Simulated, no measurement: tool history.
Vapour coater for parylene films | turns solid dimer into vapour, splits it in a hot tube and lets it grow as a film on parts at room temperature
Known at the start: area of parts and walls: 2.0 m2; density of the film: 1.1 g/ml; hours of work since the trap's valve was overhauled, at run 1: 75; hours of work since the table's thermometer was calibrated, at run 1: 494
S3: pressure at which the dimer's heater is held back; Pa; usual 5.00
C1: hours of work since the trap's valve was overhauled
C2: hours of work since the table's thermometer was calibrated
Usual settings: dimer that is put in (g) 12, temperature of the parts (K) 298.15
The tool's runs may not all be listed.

Run 1, day 0.000: usual settings; C1 75; C2 494. Result: thickness of the film (µm) 3.50.
Run 2, day 0.612: usual settings; C1 85; C2 504. Result: thickness of the film (µm) 3.53.
Run 3, day 1.288: usual settings; C1 95; C2 515. Result: thickness of the film (µm) 3.57.
Run 4, day 1.800: usual settings; C1 104; C2 523. Result: thickness of the film (µm) 3.50.
Run 5, day 2.604: usual settings; C1 116; C2 535. Result: thickness of the film (µm) 3.52.
Run 6, day 3.317: usual settings; C1 127; C2 547. Result: thickness of the film (µm) 3.51.
Run 7, day 4.100: usual settings; C1 140; C2 559. Result: thickness of the film (µm) 3.49.
Run 8, day 4.933: usual settings but temperature of the parts (K) 305.15; C1 153; C2 572. Result: thickness of the film (µm) 2.78.
Run 9, day 5.571: usual settings but S3 2.32 Pa; C1 163; C2 582. Result: thickness of the film (µm) 3.79.
Run 10, day 6.404: usual settings but dimer that is put in (g) 8; C1 176; C2 595. Result: thickness of the film (µm) 2.32.
Run 11, day 7.038: usual settings but dimer that is put in (g) 8; C1 186; C2 605. Result: thickness of the film (µm) 2.32.
Run 12, day 7.692: usual settings but dimer that is put in (g) 14; C1 197; C2 616. Result: thickness of the film (µm) 4.00.
Run 13, day 8.483: usual settings; C1 209; C2 628. Result: thickness of the film (µm) 3.35.
Run 14, day 9.275: usual settings but S3 11.70 Pa; C1 222; C2 641. Result: thickness of the film (µm) 3.09.
Run 15, day 10.175: usual settings but S3 11.70 Pa; C1 236; C2 655. Result: thickness of the film (µm) 3.04.
Run 16, day 10.900: usual settings but S3 9.59 Pa; C1 247; C2 666. Result: thickness of the film (µm) 3.09.
At day 11.346: trap's valve overhauled.
Run 17, day 11.612: usual settings but S3 8.02 Pa; C1 4; C2 675. Result: thickness of the film (µm) 3.45.
Run 18, day 12.129: usual settings but S3 8.02 Pa; C1 12; C2 683. Result: thickness of the film (µm) 3.40.
Run 19, day 12.921: usual settings but S3 8.02 Pa; C1 25; C2 696. Result: thickness of the film (µm) 3.39.
Run 20, day 13.662: usual settings but S3 8.02 Pa; C1 37; C2 707. Result: thickness of the film (µm) 3.39.
Run 21, day 14.250: usual settings but S3 8.02 Pa; C1 46; C2 717. Result: thickness of the film (µm) 3.40.
Run 22, day 14.858: usual settings; C1 55; C2 726. Result: thickness of the film (µm) 3.61.
Run 23, day 15.488: usual settings but dimer that is put in (g) 6, temperature of the parts (K) 299.15, S3 8.17 Pa; C1 65; C2 736. Result: thickness of the film (µm) 1.64.
Run 24, day 16.171: usual settings but dimer that is put in (g) 6, temperature of the parts (K) 299.15, S3 8.17 Pa; C1 76; C2 747. Result: thickness of the film (µm) 1.62.
Run 25, day 17.012: usual settings but S3 5.50 Pa; C1 89; C2 760. Result: thickness of the film (µm) 3.49.
Run 26, day 17.833: usual settings but S3 5.50 Pa; C1 102; C2 773. Result: thickness of the film (µm) 3.53.
Run 27, day 18.650: usual settings but temperature of the parts (K) 304.15, S3 8.33 Pa; C1 115; C2 786. Result: thickness of the film (µm) 2.74.
Run 28, day 19.121: usual settings but dimer that is put in (g) 10, temperature of the parts (K) 307.15, S3 9.50 Pa; C1 123; C2 794. Result: thickness of the film (µm) 2.06.
Run 29, day 20.017: usual settings but dimer that is put in (g) 7, S3 9.00 Pa; C1 137; C2 808. Result: thickness of the film (µm) 1.90.
Run 30, day 20.617: usual settings but dimer that is put in (g) 9, S3 3.89 Pa; C1 146; C2 817. Result: thickness of the film (µm) 2.72.
Run 31, day 21.025: usual settings but dimer that is put in (g) 6, temperature of the parts (K) 293.15, S3 2.32 Pa; C1 153; C2 824. Result: thickness of the film (µm) 2.27.
Run 32, day 21.754: usual settings but dimer that is put in (g) 8, S3 2.83 Pa; C1 164; C2 835. Result: thickness of the film (µm) 2.52.
Run 33, day 22.633: usual settings but dimer that is put in (g) 8, S3 2.83 Pa; C1 178; C2 849. Result: thickness of the film (µm) 2.50.
Run 34, day 23.467: usual settings but dimer that is put in (g) 8; C1 191; C2 862. Result: thickness of the film (µm) 2.29.
Run 35, day 24.050: usual settings but temperature of the parts (K) 292.15; C1 201; C2 871. Result: thickness of the film (µm) 4.15.
Run 36, day 24.888: usual settings but temperature of the parts (K) 292.15; C1 214; C2 885. Result: thickness of the film (µm) 4.23.
Run 37, day 25.604: usual settings but dimer that is put in (g) 6, temperature of the parts (K) 308.15, S3 3.10 Pa; C1 225; C2 896. Result: thickness of the film (µm) 1.34.
Run 38, day 26.500: usual settings but dimer that is put in (g) 6, S3 3.10 Pa; C1 239; C2 910. Result: thickness of the film (µm) 1.81.
Run 39, day 26.942: usual settings but dimer that is put in (g) 6, S3 3.10 Pa; C1 246; C2 917. Result: thickness of the film (µm) 1.81.
At day 27.450: trap's valve overhauled.
Run 40, day 27.925: usual settings but dimer that is put in (g) 6, S3 3.10 Pa; C1 7; C2 930. Result: thickness of the film (µm) 1.95.
Run 41, day 28.704: usual settings but dimer that is put in (g) 7, S3 6.79 Pa; C1 20; C2 942. Result: thickness of the film (µm) 2.04.
Run 42, day 29.458: usual settings but dimer that is put in (g) 10; C1 32; C2 954. Result: thickness of the film (µm) 3.03.
Run 43, day 30.033: usual settings but dimer that is put in (g) 16, temperature of the parts (K) 306.15, S3 8.57 Pa; C1 41; C2 963. Result: thickness of the film (µm) 3.46.
Run 44, day 30.754: usual settings but dimer that is put in (g) 6, temperature of the parts (K) 295.15, S3 8.57 Pa; C1 52; C2 975. Result: thickness of the film (µm) 1.83.

Hidden state or all else? Some run-to-run changes of thickness of the film (µm), split into what the settings, what came in and random variation would give without the hidden state, and what is left for the hidden state (with any gauge scatter that isn't in both results):
The hidden state here: vapour lost through the trap's worn valve, %; true temperature of the parts over the reading, C; drift of the gauge itself on film_um, %.
Run 16 -> 17: S3 9.59 -> 8.02, trap's valve overhauled. thickness of the film (µm) +0.36: hidden state +0.25, all else +0.11.
Run 22 -> 23: dimer that is put in (g) 12 -> 6, temperature of the parts (K) 298.15 -> 299.15, S3 5.00 -> 8.17. thickness of the film (µm) -1.97: hidden state -0.01, all else -1.96.
Run 24 -> 25: dimer that is put in (g) 6 -> 12, temperature of the parts (K) 299.15 -> 298.15, S3 8.17 -> 5.50. thickness of the film (µm) +1.87: hidden state -0.04, all else +1.91.
Run 36 -> 37: dimer that is put in (g) 12 -> 6, temperature of the parts (K) 292.15 -> 308.15, S3 5.00 -> 3.10. thickness of the film (µm) -2.89: hidden state +0.14, all else -3.03.
Run 39 -> 40: trap's valve overhauled. thickness of the film (µm) +0.14: hidden state +0.13, all else +0.01.
